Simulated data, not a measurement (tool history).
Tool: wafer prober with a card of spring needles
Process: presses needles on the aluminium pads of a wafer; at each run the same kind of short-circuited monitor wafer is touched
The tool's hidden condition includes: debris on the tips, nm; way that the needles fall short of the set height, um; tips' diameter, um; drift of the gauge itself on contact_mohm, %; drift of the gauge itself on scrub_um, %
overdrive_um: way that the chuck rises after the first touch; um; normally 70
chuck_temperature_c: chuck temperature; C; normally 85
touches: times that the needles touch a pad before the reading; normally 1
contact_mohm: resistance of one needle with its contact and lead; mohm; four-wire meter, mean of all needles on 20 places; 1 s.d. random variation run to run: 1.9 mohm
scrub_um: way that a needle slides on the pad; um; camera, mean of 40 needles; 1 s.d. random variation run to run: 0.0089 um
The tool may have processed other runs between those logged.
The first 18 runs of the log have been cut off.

| run | hour | overdrive_um | chuck_temperature_c | touches | touches since the tips were cleaned | cleanings since the card got new needles | touches since the first contact's height was set | contact_mohm | scrub_um |
|---|---|---|---|---|---|---|---|---|---|
| 19 | 130.3 | 70 | 37 | 1 | 4301 | 17 | 57211 | 196 | 12.020 |
|  | 136.8 | tips cleaned on abrasive film |
| 20 | 139.9 | 70 | 37 | 1 | 886 | 18 | 59940 | 192 | 12.035 |
| 21 | 145.6 | 65 | 67 | 1 | 2523 | 18 | 61577 | 202 | 11.186 |
|  | 146.9 | height of the first contact set anew |
| 22 | 154.5 | 60 | 103 | 1 | 4996 | 18 | 2190 | 209 | 10.329 |
|  | 159.2 | tips cleaned on abrasive film |
| 23 | 163.5 | 74 | 85 | 1 | 1243 | 19 | 4772 | 205 | 12.740 |
| 24 | 173.0 | 70 | 33 | 1 | 3961 | 19 | 7490 | 196 | 12.034 |
|  | 181.0 | tips cleaned on abrasive film |
| 25 | 183.3 | 67 | 61 | 3 | 641 | 20 | 10419 | 201 | 11.518 |
| 26 | 190.1 | 56 | 85 | 2 | 2603 | 20 | 12381 | 207 | 9.634 |
| 27 | 198.9 | 70 | 122 | 1 | 5141 | 20 | 14919 | 216 | 12.046 |
|  | 202.8 | tips cleaned on abrasive film |
| 28 | 204.8 | 70 | 35 | 3 | 549 | 21 | 16574 | 196 | 12.024 |
| 29 | 215.4 | 60 | 35 | 2 | 3613 | 21 | 19638 | 197 | 10.323 |
| 30 | 223.9 | 90 | 85 | 1 | 6065 | 21 | 22090 | 201 | 15.490 |
|  | 225.0 | tips cleaned on abrasive film |
| 31 | 229.6 | 63 | 85 | 1 | 1317 | 22 | 23686 | 207 | 10.843 |
| 32 | 238.8 | 69 | 63 | 1 | 3968 | 22 | 26337 | 201 | 11.859 |
| 33 | 245.1 | 53 | 92 | 2 | 5782 | 22 | 28151 | 207 | 9.118 |
|  | 247.0 | tips cleaned on abrasive film |
| 34 | 254.5 | 82 | 92 | 2 | 2149 | 23 | 30823 | 202 | 14.116 |
| 35 | 259.9 | 82 | 92 | 2 | 3703 | 23 | 32377 | 205 | 14.109 |

Below are 3 alternative next runs, each starting from the tool's condition after run 35. Predict each:
| A | 266.2 | 68 | 85 | 1 | 5528 | 23 | 34202 | ? | ? |
| B | 266.2 | 70 | 92 | 2 | 5528 | 23 | 34202 | ? | ? |
| C | 266.2 | 70 | 98 | 1 | 5528 | 23 | 34202 | ? | ? |

| run | contact_mohm | scrub_um |
|---|---|---|
| A | 205 | 11.693 |
| B | 205 | 12.032 |
| C | 207 | 12.029 |
With the hidden condition removed and each run's random variation left untouched, the same runs would have given:
| run | contact_mohm | scrub_um |
|---|---|---|
| A | 205 | 11.694 |
| B | 205 | 12.032 |
| C | 206 | 12.030 |
